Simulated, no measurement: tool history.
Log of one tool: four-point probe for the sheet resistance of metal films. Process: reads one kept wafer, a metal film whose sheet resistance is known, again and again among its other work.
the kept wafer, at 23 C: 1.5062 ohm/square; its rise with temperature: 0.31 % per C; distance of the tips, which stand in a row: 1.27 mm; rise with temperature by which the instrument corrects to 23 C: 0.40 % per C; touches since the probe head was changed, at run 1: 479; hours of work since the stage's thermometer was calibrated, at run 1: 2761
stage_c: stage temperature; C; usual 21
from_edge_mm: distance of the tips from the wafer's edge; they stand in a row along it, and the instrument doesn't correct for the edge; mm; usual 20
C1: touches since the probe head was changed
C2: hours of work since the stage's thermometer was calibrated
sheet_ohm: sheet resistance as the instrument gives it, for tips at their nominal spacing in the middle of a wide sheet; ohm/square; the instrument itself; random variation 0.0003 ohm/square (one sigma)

run 1 hour=0 | stage_c=21 from_edge_mm=20 | C1=479 C2=2761 | sheet_ohm=1.513754
run 2 hour=119.8 | stage_c=31 from_edge_mm=20 | C1=2324 C2=2815 | sheet_ohm=1.500693
-- hour=125.8 stage's thermometer calibrated
run 3 hour=204.1 | stage_c=32 from_edge_mm=20 | C1=3614 C2=36 | sheet_ohm=1.500395
run 4 hour=260.1 | stage_c=32 from_edge_mm=20 | C1=4476 C2=61 | sheet_ohm=1.500442
run 5 hour=336.8 | stage_c=32 from_edge_mm=20 | C1=5658 C2=96 | sheet_ohm=1.500691
run 6 hour=436.1 | stage_c=21 from_edge_mm=20 | C1=7187 C2=141 | sheet_ohm=1.515603
run 7 hour=542.2 | stage_c=21 from_edge_mm=20 | C1=8821 C2=189 | sheet_ohm=1.515624
run 8 hour=601.3 | stage_c=21 from_edge_mm=20 | C1=9732 C2=216 | sheet_ohm=1.51555
-- hour=691.1 stage's thermometer calibrated, once more
run 9 hour=709.7 | stage_c=21 from_edge_mm=22 | C1=11392 C2=8 | sheet_ohm=1.511976
run 10 hour=832.9 | stage_c=20 from_edge_mm=20 | C1=13290 C2=64 | sheet_ohm=1.514408
run 11 hour=920.6 | stage_c=25 from_edge_mm=20 | C1=14640 C2=104 | sheet_ohm=1.507949
run 12 hour=972.1 | stage_c=25 from_edge_mm=20 | C1=15433 C2=128 | sheet_ohm=1.507921
run 13 hour=1033.8 | stage_c=21 from_edge_mm=20 | C1=16384 C2=156 | sheet_ohm=1.513517
run 14 hour=1091.2 | stage_c=21 from_edge_mm=20 | C1=17268 C2=182 | sheet_ohm=1.513544
run 15 hour=1212 | stage_c=21 from_edge_mm=20 | C1=19128 C2=236 | sheet_ohm=1.513457
run 16 hour=1323 | stage_c=21 from_edge_mm=20 | C1=20836 C2=287 | sheet_ohm=1.513624
run 17 hour=1444.3 | stage_c=21 from_edge_mm=20 | C1=22704 C2=342 | sheet_ohm=1.514178
run 18 hour=1528.1 | stage_c=21 from_edge_mm=20 | C1=23995 C2=380 | sheet_ohm=1.514384
run 19 hour=1626.8 | stage_c=21 from_edge_mm=20 | C1=25514 C2=425 | sheet_ohm=1.514355
run 20 hour=1712.8 | stage_c=21 from_edge_mm=20 | C1=26838 C2=464 | sheet_ohm=1.514952
run 21 hour=1786.8 | stage_c=21 from_edge_mm=20 | C1=27978 C2=497 | sheet_ohm=1.514643
run 22 hour=1852.3 | stage_c=21 from_edge_mm=20 | C1=28987 C2=527 | sheet_ohm=1.514618
run 23 hour=1930.8 | stage_c=34 from_edge_mm=20 | C1=30196 C2=563 | sheet_ohm=1.498106
run 24 hour=2033.4 | stage_c=34 from_edge_mm=20 | C1=31776 C2=609 | sheet_ohm=1.498156
run 25 hour=2093.1 | stage_c=24 from_edge_mm=11 | C1=32695 C2=636 | sheet_ohm=1.518888
run 26 hour=2202.9 | stage_c=19 from_edge_mm=3 | C1=34386 C2=686 | sheet_ohm=1.647053
run 27 hour=2290.6 | stage_c=29 from_edge_mm=10 | C1=35737 C2=726 | sheet_ohm=1.514961
run 28 hour=2397.1 | stage_c=29 from_edge_mm=18 | C1=37376 C2=774 | sheet_ohm=1.50584
run 29 hour=2489.7 | stage_c=29 from_edge_mm=18 | C1=38802 C2=816 | sheet_ohm=1.506285
run 30 hour=2541.2 | stage_c=29 from_edge_mm=18 | C1=39596 C2=840 | sheet_ohm=1.506659
run 31 hour=2652 | stage_c=21 from_edge_mm=41 | C1=41302 C2=890 | sheet_ohm=1.514017
run 32 hour=2723.7 | stage_c=27 from_edge_mm=8 | C1=42405 C2=923 | sheet_ohm=1.525197
run 33 hour=2832.5 | stage_c=27 from_edge_mm=8 | C1=44081 C2=972 | sheet_ohm=1.525434
run 34 hour=2936.5 | stage_c=19 from_edge_mm=72 | C1=45683 C2=1019 | sheet_ohm=1.516432
run 35 hour=3054.7 | stage_c=19 from_edge_mm=72 | C1=47503 C2=1073 | sheet_ohm=1.516837
run 36 hour=3136.4 | stage_c=26 from_edge_mm=46 | C1=48761 C2=1110 | sheet_ohm=1.50773
run 37 hour=3194.8 | stage_c=32 from_edge_mm=8 | C1=49660 C2=1136 | sheet_ohm=1.519926
run 38 hour=3277.1 | stage_c=21 from_edge_mm=19 | C1=50927 C2=1174 | sheet_ohm=1.517591
run 39 hour=3367.7 | stage_c=21 from_edge_mm=19 | C1=52322 C2=1215 | sheet_ohm=1.517977
run 40 hour=3438.9 | stage_c=22 from_edge_mm=20 | C1=53419 C2=1247 | sheet_ohm=1.516215
run 41 hour=3500.8 | stage_c=22 from_edge_mm=20 | C1=54372 C2=1275 | sheet_ohm=1.516995
run 42 hour=3565.6 | stage_c=21 from_edge_mm=16 | C1=55370 C2=1305 | sheet_ohm=1.520151
run 43 hour=3662.9 | stage_c=30 from_edge_mm=5 | C1=56869 C2=1349 | sheet_ohm=1.553873
run 44 hour=3737 | stage_c=30 from_edge_mm=5 | C1=58009 C2=1383 | sheet_ohm=1.553708
run 45 hour=3846.9 | stage_c=30 from_edge_mm=5 | C1=59702 C2=1432 | sheet_ohm=1.553469

Forecast each of these 4 alternatives for the next run:
run A hour=3907.7 | stage_c=21 from_edge_mm=22 | C1=60638 C2=1460 | sheet_ohm=?
run B hour=3907.7 | stage_c=21 from_edge_mm=23 | C1=60638 C2=1460 | sheet_ohm=?
run C hour=3907.7 | stage_c=30 from_edge_mm=5 | C1=60638 C2=1460 | sheet_ohm=?
run D hour=3907.7 | stage_c=31 from_edge_mm=31 | C1=60638 C2=1460 | sheet_ohm=?

run=A sheet_ohm=1.517962
run=B sheet_ohm=1.517728
run=C sheet_ohm=1.553646
run=D sheet_ohm=1.503697
Without the tool's hidden state the same runs would have given:
run=A sheet_ohm=1.511364
run=B sheet_ohm=1.51113
run=C sheet_ohm=1.546935
run=D sheet_ohm=1.497191

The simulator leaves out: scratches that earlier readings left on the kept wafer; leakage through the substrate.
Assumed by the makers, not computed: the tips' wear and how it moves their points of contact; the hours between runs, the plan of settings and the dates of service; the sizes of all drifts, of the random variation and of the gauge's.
